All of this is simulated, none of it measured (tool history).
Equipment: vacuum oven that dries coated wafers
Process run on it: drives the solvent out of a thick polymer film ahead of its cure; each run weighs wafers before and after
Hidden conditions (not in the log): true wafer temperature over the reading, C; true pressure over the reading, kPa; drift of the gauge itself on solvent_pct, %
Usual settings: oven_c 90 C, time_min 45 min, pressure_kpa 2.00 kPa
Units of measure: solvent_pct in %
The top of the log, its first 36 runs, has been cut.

| run | hour | oven_c | time_min | pressure_kpa | hours of work since the thermocouples were calibrated | hours of work since the vacuum gauge was cleaned of residue | solvent_pct |
|---|---|---|---|---|---|---|---|
| 37 | 583.7 | 82 | 64 | 7.58 | 84 | 388 | 6.51 |
| 38 | 606.7 | 75 | 45 | 2.00 | 95 | 399 | 5.25 |
| 39 | 624.6 | 103 | 78 | 2.00 | 103 | 407 | 0.73 |
| 40 | 641.7 | 103 | 78 | 2.00 | 111 | 415 | 0.77 |
| 41 | 661.5 | 103 | 27 | 1.17 | 120 | 424 | 0.50 |
| 42 | 675.2 | 103 | 27 | 1.17 | 126 | 430 | 0.58 |
| 43 | 687.7 | 103 | 27 | 1.17 | 132 | 436 | 0.53 |
| 44 | 703.0 | 103 | 27 | 1.17 | 139 | 443 | 0.47 |
| 45 | 725.5 | 103 | 27 | 1.17 | 149 | 454 | 0.51 |

Below are 4 alternative next runs, each starting from the tool's condition after run 45. Predict each:
| A | 739.7 | 104 | 27 | 3.91 | 156 | 460 | ? |
| B | 739.7 | 90 | 31 | 2.64 | 156 | 460 | ? |
| C | 739.7 | 90 | 45 | 2.49 | 156 | 460 | ? |
| D | 739.7 | 90 | 50 | 6.23 | 156 | 460 | ? |

| run | solvent_pct |
|---|---|
| A | 1.43 |
| B | 2.51 |
| C | 1.87 |
| D | 3.97 |
Had the tool no hidden state, the same runs would have come out as:
| run | solvent_pct |
|---|---|
| A | 1.43 |
| B | 2.51 |
| C | 1.87 |
| D | 3.97 |

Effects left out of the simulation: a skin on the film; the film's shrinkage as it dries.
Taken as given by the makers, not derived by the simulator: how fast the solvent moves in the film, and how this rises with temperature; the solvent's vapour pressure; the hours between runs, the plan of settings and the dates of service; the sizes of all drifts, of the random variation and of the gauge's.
